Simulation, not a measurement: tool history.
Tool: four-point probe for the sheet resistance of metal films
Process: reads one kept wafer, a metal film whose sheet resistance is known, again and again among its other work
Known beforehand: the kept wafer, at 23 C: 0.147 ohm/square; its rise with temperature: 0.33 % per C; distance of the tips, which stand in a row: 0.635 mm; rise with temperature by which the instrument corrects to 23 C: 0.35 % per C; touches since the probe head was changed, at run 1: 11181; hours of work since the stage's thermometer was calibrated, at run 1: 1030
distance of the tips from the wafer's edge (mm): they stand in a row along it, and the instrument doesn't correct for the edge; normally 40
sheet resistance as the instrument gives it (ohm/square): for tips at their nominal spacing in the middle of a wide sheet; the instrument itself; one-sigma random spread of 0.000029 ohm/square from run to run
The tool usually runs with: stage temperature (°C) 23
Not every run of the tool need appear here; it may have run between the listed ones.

run    hour  stage temperature (°C)  distance of the tips from the wafer's edge (mm)  touches since the probe head was changed  hours of work since the stage's thermometer was calibrated  sheet resistance as the instrument gives it (ohm/square)
  1       0                      23                                               40                                     11181                                                        1030                                                   0.14572
  2    90.5                      23                                               40                                     15728                                                        1095                                                  0.145758
  3   143.6                      23                                               40                                     18390                                                        1134                                                  0.145847
  4   233.3                      19                                               40                                     22897                                                        1199                                                  0.146026
      283.2  -- stage's thermometer calibrated
  5   290.3                      19                                               40                                     25733                                                           5                                                  0.146113
  6   377.8                      19                                               40                                     30129                                                          69                                                  0.146171
  7   466.7                      23                                               40                                     34590                                                         133                                                  0.146057
  8   572.6                      23                                               40                                     39910                                                         210                                                  0.146087
  9   662.9                      23                                                3                                     44443                                                         275                                                  0.149628
 10   760.1                      23                                                3                                     49323                                                         345                                                  0.149668
 11   822.5                      23                                                3                                     52455                                                         391                                                  0.149621
 12   892.5                      23                                                4                                     55973                                                         441                                                   0.14821
 13     977                      23                                                4                                     60214                                                         503                                                  0.148304
 14  1060.5                      23                                                4                                     64407                                                         563                                                  0.148315
 15  1146.3                      23                                               11                                     68717                                                         625                                                  0.146663
 16  1236.8                      23                                                7                                     73261                                                         691                                                  0.147081
 17  1324.8                      23                                               40                                     77680                                                         755                                                  0.146531
 18  1437.3                      23                                               40                                     83331                                                         836                                                  0.146587
 19    1514                      23                                               40                                     87183                                                         892                                                  0.146611
 20  1585.4                      23                                               30                                     90768                                                         943                                                  0.146657
 21  1645.4                      23                                               30                                     93778                                                         987                                                  0.146714
 22    1701                      23                                               30                                     96574                                                        1027                                                  0.146714
 23  1792.8                      23                                               15                                    101180                                                        1094                                                  0.146911
 24  1865.6                      22                                                7                                    104837                                                        1146                                                  0.147504
 25  1916.7                      25                                                8                                    107402                                                        1183                                                  0.147243
 26  1980.4                      22                                                4                                    110604                                                        1230                                                   0.14885
     1985.7  -- stage's thermometer calibrated
 27  2089.1                      23                                               62                                    116033                                                          75                                                  0.147143
 28  2145.6                      31                                               24                                    118872                                                         116                                                  0.146876
 29    2256                      20                                               24                                    124416                                                         196                                                  0.147407
 30    2364                      22                                                5                                    129837                                                         274                                                   0.14853
 31  2409.8                      22                                                5                                    132136                                                         307                                                  0.148582
 32  2481.1                      23                                               11                                    135721                                                         359                                                  0.147557
 33  2568.2                      23                                               11                                    140093                                                         422                                                  0.147621
 34  2655.4                      19                                               11                                    144473                                                         485                                                  0.147799
     2700.1  -- new probe head fitted
 35  2722.9                      30                                               16                                      1145                                                         533                                                  0.146971
 36  2790.1                      25                                               21                                      4520                                                         582                                                  0.147113
 37  2838.1                      25                                                4                                      6928                                                         617                                                  0.149075
 38  2936.4                      30                                               40                                     11863                                                         688                                                  0.147007
 39  2995.6                      22                                                4                                     14839                                                         731                                                  0.149241
 40  3104.9                      33                                               10                                     20323                                                         810                                                  0.147266
 41  3207.1                      19                                               28                                     25457                                                         884                                                  0.147613
 42  3300.4                      19                                               28                                     30144                                                         952                                                  0.147631
 43  3359.1                      22                                               40                                     33093                                                         994                                                   0.14749
 44  3413.8                      23                                               42                                     35837                                                        1034                                                  0.147506
 45  3488.1                      30                                                9                                     39570                                                        1088                                                  0.147674

Predict each of these 4 candidate next runs independently; none follows another, all start after run 45:
  A  3540.8                      30                                                4                                     42216                                                        1126                                                         ?
  B  3540.8                      32                                               26                                     42216                                                        1126                                                         ?
  C  3540.8                      30                                               23                                     42216                                                        1126                                                         ?
  D  3540.8                      31                                               47                                     42216                                                        1126                                                         ?

run  sheet resistance as the instrument gives it (ohm/square)
  A                                                  0.149256
  B                                                   0.14725
  C                                                  0.147297
  D                                                  0.147328
The same runs, with their run-to-run variation unchanged, on a tool lacking any hidden condition would have given:
run  sheet resistance as the instrument gives it (ohm/square)
  A                                                  0.148691
  B                                                  0.146692
  C                                                  0.146738
  D                                                  0.146769
